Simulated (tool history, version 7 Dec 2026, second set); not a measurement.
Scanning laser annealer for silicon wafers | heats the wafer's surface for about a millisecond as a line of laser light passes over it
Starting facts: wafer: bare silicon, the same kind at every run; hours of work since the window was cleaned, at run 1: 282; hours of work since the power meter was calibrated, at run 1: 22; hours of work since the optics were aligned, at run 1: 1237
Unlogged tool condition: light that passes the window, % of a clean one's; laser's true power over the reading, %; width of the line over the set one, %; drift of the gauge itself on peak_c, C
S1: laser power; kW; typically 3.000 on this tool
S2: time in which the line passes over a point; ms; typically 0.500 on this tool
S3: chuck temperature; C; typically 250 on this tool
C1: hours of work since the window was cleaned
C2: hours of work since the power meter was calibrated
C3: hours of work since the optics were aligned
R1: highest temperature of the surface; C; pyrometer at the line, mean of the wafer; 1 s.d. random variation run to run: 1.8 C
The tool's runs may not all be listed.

run,hour,S1,S2,S3,C1,C2,C3,R1
1,0.0,3.000,0.500,250,282,22,1237,1015
2,57.4,3.000,0.439,250,322,61,1276,968
3,136.9,3.000,0.439,250,376,116,1331,962
4,177.0,3.240,0.500,250,404,143,1358,1081
5,255.7,3.000,0.473,250,457,197,1412,982
# hour 301.9: window over the wafer cleaned
# hour 328.9: optics aligned, line set to its width
6,350.3,3.000,0.500,250,30,257,15,1054
7,408.7,3.000,0.500,250,70,297,55,1050
8,491.6,3.000,0.500,250,126,354,111,1044
9,581.1,3.000,0.500,250,188,415,173,1033
10,658.7,3.000,0.500,250,241,468,226,1028
11,736.4,3.000,0.500,250,294,521,279,1024
12,823.1,3.000,0.500,250,353,581,338,1020
13,901.0,3.000,0.500,250,407,634,392,1016
14,985.4,3.000,0.500,250,464,692,449,1011
# hour 1021.9: window over the wafer cleaned
15,1043.9,3.000,0.500,250,15,730,488,1043
16,1124.5,3.000,0.500,250,70,786,543,1041
17,1169.5,3.000,0.500,250,101,816,574,1036
18,1242.9,3.000,0.612,276,151,867,624,1138
19,1286.0,2.887,0.592,255,181,896,654,1067
20,1334.9,3.000,0.603,211,214,929,687,1061
21,1386.9,3.000,0.603,211,250,965,723,1058
22,1432.0,3.012,0.460,257,281,996,753,1001
23,1482.4,3.130,0.500,242,315,1030,788,1049
24,1556.6,3.152,0.479,282,366,1081,839,1070
25,1613.5,3.152,0.558,232,405,1120,878,1085
26,1675.7,3.152,0.558,232,447,1163,920,1076
27,1719.2,3.083,0.558,232,477,1192,950,1058
# hour 1733.0: window over the wafer cleaned
28,1787.0,3.083,0.558,232,37,1237,995,1088
29,1860.1,2.680,0.466,213,87,1288,1045,869
30,1933.8,3.249,0.597,212,137,1338,1096,1141
31,1992.7,3.249,0.597,212,178,1378,1136,1139
32,2048.5,2.994,0.597,225,216,1416,1174,1062
33,2097.4,2.994,0.597,225,249,1450,1207,1060
34,2136.5,3.047,0.509,238,276,1477,1234,1020

Pick out some run-to-run changes in R1. Of each, how much would a tool without hidden state show as well, from the settings, what came in and chance, and how much is left for the hidden state and any gauge scatter not in both results compared?
Run 3 -> 4: S1 3.000 -> 3.240, S2 0.439 -> 0.500. R1 +119 C: hidden state -11, all else +130.
Run 5 -> 6: S2 0.473 -> 0.500, window over the wafer cleaned, optics aligned, line set to its width. R1 +72 C: hidden state +47, all else +25.
Run 14 -> 15: window over the wafer cleaned. R1 +32 C: hidden state +34, all else -2.
Run 27 -> 28: window over the wafer cleaned. R1 +30 C: hidden state +34, all else -4.
Run 28 -> 29: S1 3.083 -> 2.680, S2 0.558 -> 0.466, S3 232 -> 213. R1 -219 C: hidden state +2, all else -221.
Run 29 -> 30: S1 2.680 -> 3.249, S2 0.466 -> 0.597, S3 213 -> 212. R1 +272 C: hidden state -17, all else +289.

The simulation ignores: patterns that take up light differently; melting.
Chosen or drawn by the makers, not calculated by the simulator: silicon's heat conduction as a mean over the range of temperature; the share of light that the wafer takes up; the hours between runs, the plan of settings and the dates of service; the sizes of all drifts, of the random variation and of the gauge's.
